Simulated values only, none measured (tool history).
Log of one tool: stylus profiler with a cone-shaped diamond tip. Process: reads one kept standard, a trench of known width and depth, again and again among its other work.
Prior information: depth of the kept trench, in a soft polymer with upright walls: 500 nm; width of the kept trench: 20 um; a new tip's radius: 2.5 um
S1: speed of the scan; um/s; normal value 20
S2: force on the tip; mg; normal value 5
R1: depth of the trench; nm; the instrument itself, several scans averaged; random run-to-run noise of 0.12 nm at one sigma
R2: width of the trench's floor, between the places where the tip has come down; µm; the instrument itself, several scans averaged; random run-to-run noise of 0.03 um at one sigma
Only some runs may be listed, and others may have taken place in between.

run     day  S1     S2      R1     R2
  1       0  20      5  512.95     17
  2   1.138  20      5   512.9  16.98
  3   1.979  38      5  512.93  16.92
  4   3.233  20      5  513.25  16.93
  5   4.642  20      5  513.26  16.93
  6   5.425  20      5  513.02  16.99
  7   6.467  12      5  513.42  16.95
  8   7.988  12      5  513.24  16.93
  9   9.258  20     14  526.07  16.96
 10  11.112  20  11.45  522.82  16.87
 11    12.4  20  11.45  522.91  16.86
 12    14.3  20  11.45  522.91  16.84
 13  16.171  20  11.45  522.97  16.79
 14  16.988  20      5  513.52  16.82
 15  18.312  20      5  513.37  16.89
 16  20.104   9      5  513.73  16.84
 17  20.992   9   2.32  508.53   16.8
 18  22.571   9   2.32  508.61  16.88
 19    23.9  44   8.27  518.94  16.84
     24.096  -- height scale calibrated on a step standard
 20  24.896  44   7.27  517.79  16.78
 21  26.704  11   4.59  513.25  16.82
 22   28.45  62  13.64  526.45  16.71
     30.129  -- height scale calibrated on a step standard, once more
 23   30.25  62  13.64  525.49  16.75
 24  32.117  62  13.64   525.4  16.76
 25  33.008  19   1.71  506.72  16.69
 26  34.912  74      5  513.06  16.67
 27  36.133  16   8.05  517.92  16.75
 28  37.583  41  10.44  521.23   16.7
 29  39.283  41  10.44  521.49  16.67
 30  40.871  41  10.44  521.75  16.68
 31  42.742  41  10.44  521.65  16.72
 32  43.562  16   3.33  510.45  16.69
 33  45.408  16   3.33  510.46  16.58

Results per run with the tool's hidden condition removed, run-to-run variation unchanged:
What the log doesn't record here: radius of the tip, um; height scale over the true one, %; drift of the gauge itself on depth_nm, %; drift of the gauge itself on floor_um, %.
run      R1     R2
  1  512.71  16.98
  2  512.64  16.97
  3  512.64  16.92
  4  512.92  16.93
  5   512.9  16.94
  6  512.64  17.01
  7  513.02  16.98
  8   512.8  16.97
  9  525.59  17.01
 10   522.3  16.93
 11  522.35  16.93
 12  522.29  16.92
 13   522.3  16.88
 14  512.85  16.91
 15  512.66  16.99
 16  512.97  16.96
 17  507.75  16.92
 18  507.79  17.01
 19  518.07  16.98
 20  516.62  16.93
 21  512.04  16.99
 22  525.17  16.89
 23  525.24  16.94
 24   525.1  16.96
 25  506.41  16.89
 26   512.7  16.89
 27  517.53  16.98
 28   520.8  16.94
 29  521.02  16.92
 30  521.23  16.93
 31  521.08  16.99
 32  509.87  16.96
 33  509.83  16.86

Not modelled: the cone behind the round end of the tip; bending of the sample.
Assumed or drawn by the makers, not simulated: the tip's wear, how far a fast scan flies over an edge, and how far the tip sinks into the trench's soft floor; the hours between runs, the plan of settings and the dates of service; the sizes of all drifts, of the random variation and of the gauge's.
